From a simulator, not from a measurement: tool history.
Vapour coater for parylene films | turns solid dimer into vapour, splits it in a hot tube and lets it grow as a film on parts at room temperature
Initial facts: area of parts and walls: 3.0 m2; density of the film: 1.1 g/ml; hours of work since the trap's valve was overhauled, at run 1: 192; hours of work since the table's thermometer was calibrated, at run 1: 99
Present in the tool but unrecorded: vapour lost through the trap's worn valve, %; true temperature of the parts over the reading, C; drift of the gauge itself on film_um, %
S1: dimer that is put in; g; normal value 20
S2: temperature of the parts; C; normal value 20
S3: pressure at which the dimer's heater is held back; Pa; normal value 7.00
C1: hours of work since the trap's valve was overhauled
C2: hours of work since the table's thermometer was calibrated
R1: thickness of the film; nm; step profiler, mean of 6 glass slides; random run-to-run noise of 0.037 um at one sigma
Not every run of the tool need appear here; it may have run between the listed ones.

run   hour  S1  S2    S3   C1   C2    R1
  1    0.0  20  20  7.00  192   99  3900
  2   23.6  20  20  7.00  204  111  3850
  3   41.0  20  20  7.00  213  119  3890
  4   59.3  20  20  7.00  222  129  3840
  5   69.2  20  12  7.00  227  133  5050
  6   82.9  20  20  7.00  234  140  3880
  7   96.5  20  20  7.00  241  147  3830
  8  113.9   8  16  5.55  249  156  1780
  9  127.6  27  24  2.31  256  163  5000
 10  138.1  17  28  2.91  261  168  2670
 11  149.8  22  26  2.33  267  174  3770

Below are 3 alternative next runs, each starting from the tool's condition after run 11. Predict each:
  A  168.9  18  20   9.96  277  184   ?
  B  168.9  20  20   7.28  277  184   ?
  C  168.9  20  23  11.33  277  184   ?

run    R1
  A  3400
  B  3860
  C  3390
Had the tool no hidden state, the same runs would have come out as:
run    R1
  A  3430
  B  3890
  C  3420
